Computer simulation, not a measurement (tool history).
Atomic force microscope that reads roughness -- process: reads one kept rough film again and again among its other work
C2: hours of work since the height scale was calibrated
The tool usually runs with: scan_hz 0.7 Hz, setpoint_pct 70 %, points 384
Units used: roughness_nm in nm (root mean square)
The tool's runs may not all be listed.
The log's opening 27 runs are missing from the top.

{"run": 28, "day": 64.508, "scan_hz": 0.512, "setpoint_pct": 68, "points": 967, "pictures with this tip": 269, "C2": 108, "roughness_nm": 1.843}
{"day": 65.871, "done": "new tip fitted"}
{"run": 29, "day": 67.242, "scan_hz": 2.923, "setpoint_pct": 81, "points": 558, "pictures with this tip": 64, "C2": 154, "roughness_nm": 1.937}
{"run": 30, "day": 69.629, "scan_hz": 2.923, "setpoint_pct": 81, "points": 558, "pictures with this tip": 175, "C2": 194, "roughness_nm": 1.686}
{"run": 31, "day": 71.096, "scan_hz": 0.516, "setpoint_pct": 70, "points": 266, "pictures with this tip": 244, "C2": 218, "roughness_nm": 1.853}
{"run": 32, "day": 72.521, "scan_hz": 0.516, "setpoint_pct": 70, "points": 266, "pictures with this tip": 311, "C2": 243, "roughness_nm": 1.723}
{"day": 73.117, "done": "new tip fitted"}
{"run": 33, "day": 75.025, "scan_hz": 0.516, "setpoint_pct": 89, "points": 421, "pictures with this tip": 90, "C2": 284, "roughness_nm": 2.203}
{"run": 34, "day": 77.575, "scan_hz": 1.238, "setpoint_pct": 64, "points": 602, "pictures with this tip": 209, "C2": 327, "roughness_nm": 1.915}
{"day": 80.288, "done": "new tip fitted"}
{"run": 35, "day": 80.604, "scan_hz": 1.238, "setpoint_pct": 64, "points": 602, "pictures with this tip": 15, "C2": 378, "roughness_nm": 2.598}
{"run": 36, "day": 82.292, "scan_hz": 0.7, "setpoint_pct": 74, "points": 337, "pictures with this tip": 94, "C2": 406, "roughness_nm": 2.244}
{"run": 37, "day": 84.512, "scan_hz": 0.7, "setpoint_pct": 74, "points": 337, "pictures with this tip": 197, "C2": 444, "roughness_nm": 1.936}
{"run": 38, "day": 87.171, "scan_hz": 0.7, "setpoint_pct": 74, "points": 337, "pictures with this tip": 322, "C2": 489, "roughness_nm": 1.667}
{"day": 87.383, "done": "new tip fitted"}
{"run": 39, "day": 90.0, "scan_hz": 0.7, "setpoint_pct": 74, "points": 337, "pictures with this tip": 122, "C2": 536, "roughness_nm": 2.111}

Forecast each of these 3 alternatives for the next run:
{"run": "A", "day": 93.017, "scan_hz": 0.7, "setpoint_pct": 60, "points": 773, "pictures with this tip": 263, "C2": 587, "roughness_nm": "?"}
{"run": "B", "day": 93.017, "scan_hz": 2.779, "setpoint_pct": 56, "points": 514, "pictures with this tip": 263, "C2": 587, "roughness_nm": "?"}
{"run": "C", "day": 93.017, "scan_hz": 2.739, "setpoint_pct": 74, "points": 337, "pictures with this tip": 263, "C2": 587, "roughness_nm": "?"}

run=A roughness_nm=1.842
run=B roughness_nm=1.76
run=C roughness_nm=1.55
Without the tool's hidden state the same runs would have given:
run=A roughness_nm=2.761
run=B roughness_nm=2.633
run=C roughness_nm=2.325

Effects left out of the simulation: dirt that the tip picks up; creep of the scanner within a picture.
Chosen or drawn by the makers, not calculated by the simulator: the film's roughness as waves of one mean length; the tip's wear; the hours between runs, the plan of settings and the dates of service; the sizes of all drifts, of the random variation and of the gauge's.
